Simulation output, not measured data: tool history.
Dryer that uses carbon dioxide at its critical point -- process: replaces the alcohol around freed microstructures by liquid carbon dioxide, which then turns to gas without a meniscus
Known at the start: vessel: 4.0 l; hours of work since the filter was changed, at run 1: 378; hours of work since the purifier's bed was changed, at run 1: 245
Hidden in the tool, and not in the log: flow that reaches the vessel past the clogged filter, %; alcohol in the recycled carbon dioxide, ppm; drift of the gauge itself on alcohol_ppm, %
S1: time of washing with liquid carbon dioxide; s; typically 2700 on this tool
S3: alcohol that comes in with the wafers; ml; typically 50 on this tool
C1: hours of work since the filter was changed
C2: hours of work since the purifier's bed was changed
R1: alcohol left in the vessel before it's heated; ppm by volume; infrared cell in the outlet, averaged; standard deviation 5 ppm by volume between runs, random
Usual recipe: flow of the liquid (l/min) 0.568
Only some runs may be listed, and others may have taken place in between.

run 1 day=0 | S1=2700 flow_of_the_liquid_(l/min)=0.568 S3=50 | C1=378 C2=245 | R1=123
run 2 day=0.354 | S1=2700 flow_of_the_liquid_(l/min)=0.423 S3=50 | C1=382 C2=249 | R1=272
run 3 day=0.85 | S1=2700 flow_of_the_liquid_(l/min)=0.568 S3=50 | C1=388 C2=254 | R1=120
run 4 day=1.425 | S1=2700 flow_of_the_liquid_(l/min)=0.568 S3=50 | C1=394 C2=261 | R1=130
run 5 day=1.867 | S1=1920 flow_of_the_liquid_(l/min)=0.568 S3=50 | C1=399 C2=266 | R1=325
-- day=2.058 inlet filter changed
run 6 day=2.446 | S1=1920 flow_of_the_liquid_(l/min)=0.568 S3=50 | C1=4 C2=272 | R1=251
run 7 day=2.975 | S1=2400 flow_of_the_liquid_(l/min)=0.568 S3=50 | C1=10 C2=278 | R1=137
run 8 day=3.342 | S1=2400 flow_of_the_liquid_(l/min)=0.568 S3=50 | C1=15 C2=282 | R1=142
run 9 day=3.875 | S1=2400 flow_of_the_liquid_(l/min)=0.568 S3=50 | C1=21 C2=288 | R1=144
run 10 day=4.379 | S1=2700 flow_of_the_liquid_(l/min)=0.671 S3=50 | C1=26 C2=294 | R1=100
run 11 day=4.971 | S1=2700 flow_of_the_liquid_(l/min)=0.568 S3=50 | C1=33 C2=301 | R1=121
run 12 day=5.471 | S1=2700 flow_of_the_liquid_(l/min)=0.568 S3=50 | C1=39 C2=307 | R1=126
run 13 day=6.096 | S1=2700 flow_of_the_liquid_(l/min)=0.568 S3=50 | C1=46 C2=314 | R1=122
run 14 day=6.55 | S1=2700 flow_of_the_liquid_(l/min)=0.568 S3=50 | C1=51 C2=319 | R1=125
run 15 day=7.183 | S1=2700 flow_of_the_liquid_(l/min)=0.568 S3=50 | C1=58 C2=326 | R1=122
run 16 day=7.583 | S1=2700 flow_of_the_liquid_(l/min)=0.568 S3=50 | C1=63 C2=331 | R1=126
run 17 day=8.004 | S1=2700 flow_of_the_liquid_(l/min)=0.568 S3=50 | C1=68 C2=335 | R1=131
run 18 day=8.4 | S1=4020 flow_of_the_liquid_(l/min)=0.568 S3=50 | C1=72 C2=340 | R1=91
run 19 day=9.075 | S1=2700 flow_of_the_liquid_(l/min)=0.511 S3=50 | C1=80 C2=348 | R1=151
run 20 day=9.479 | S1=2700 flow_of_the_liquid_(l/min)=0.511 S3=50 | C1=85 C2=352 | R1=149
run 21 day=10.183 | S1=2220 flow_of_the_liquid_(l/min)=0.812 S3=21 | C1=93 C2=360 | R1=97
run 22 day=10.825 | S1=2820 flow_of_the_liquid_(l/min)=0.812 S3=76 | C1=100 C2=368 | R1=106
run 23 day=11.121 | S1=3000 flow_of_the_liquid_(l/min)=0.352 S3=27 | C1=103 C2=371 | R1=220
run 24 day=11.529 | S1=2280 flow_of_the_liquid_(l/min)=0.633 S3=50 | C1=108 C2=376 | R1=149
run 25 day=11.892 | S1=2280 flow_of_the_liquid_(l/min)=0.633 S3=50 | C1=112 C2=380 | R1=161
run 26 day=12.412 | S1=2700 flow_of_the_liquid_(l/min)=0.367 S3=50 | C1=118 C2=386 | R1=396
run 27 day=13.071 | S1=3300 flow_of_the_liquid_(l/min)=0.568 S3=50 | C1=125 C2=393 | R1=117
run 28 day=13.55 | S1=1860 flow_of_the_liquid_(l/min)=0.359 S3=46 | C1=131 C2=399 | R1=1006
run 29 day=14.029 | S1=2460 flow_of_the_liquid_(l/min)=0.368 S3=61 | C1=136 C2=404 | R1=611
run 30 day=14.512 | S1=2460 flow_of_the_liquid_(l/min)=0.368 S3=61 | C1=142 C2=410 | R1=599
run 31 day=15.162 | S1=4080 flow_of_the_liquid_(l/min)=0.739 S3=56 | C1=149 C2=417 | R1=117
run 32 day=15.517 | S1=4080 flow_of_the_liquid_(l/min)=0.739 S3=56 | C1=153 C2=421 | R1=115
run 33 day=16.233 | S1=4080 flow_of_the_liquid_(l/min)=0.739 S3=56 | C1=162 C2=429 | R1=119
run 34 day=16.529 | S1=4080 flow_of_the_liquid_(l/min)=0.739 S3=56 | C1=165 C2=433 | R1=112
run 35 day=16.925 | S1=2340 flow_of_the_liquid_(l/min)=0.926 S3=56 | C1=169 C2=437 | R1=112
run 36 day=17.421 | S1=2340 flow_of_the_liquid_(l/min)=0.408 S3=72 | C1=175 C2=443 | R1=590
run 37 day=17.796 | S1=2340 flow_of_the_liquid_(l/min)=0.408 S3=72 | C1=179 C2=447 | R1=598
run 38 day=18.162 | S1=2940 flow_of_the_liquid_(l/min)=0.39 S3=119 | C1=184 C2=451 | R1=509
run 39 day=18.883 | S1=2100 flow_of_the_liquid_(l/min)=0.39 S3=45 | C1=192 C2=459 | R1=614
run 40 day=19.208 | S1=1980 flow_of_the_liquid_(l/min)=0.913 S3=21 | C1=195 C2=463 | R1=136

What differs in the tool's unlogged condition from the final listed run ahead of each entry between runs to the first listed run following it?
In the gap between runs 5 and 6: inlet filter changed (day 2.058)
  flow that reaches the vessel past the clogged filter, %: 91.9 -> 99.2; alcohol in the recycled carbon dioxide, ppm: 76 -> 77.6
  measured result minus the result with no hidden state, R1: +143 -> +81 ppm by volume
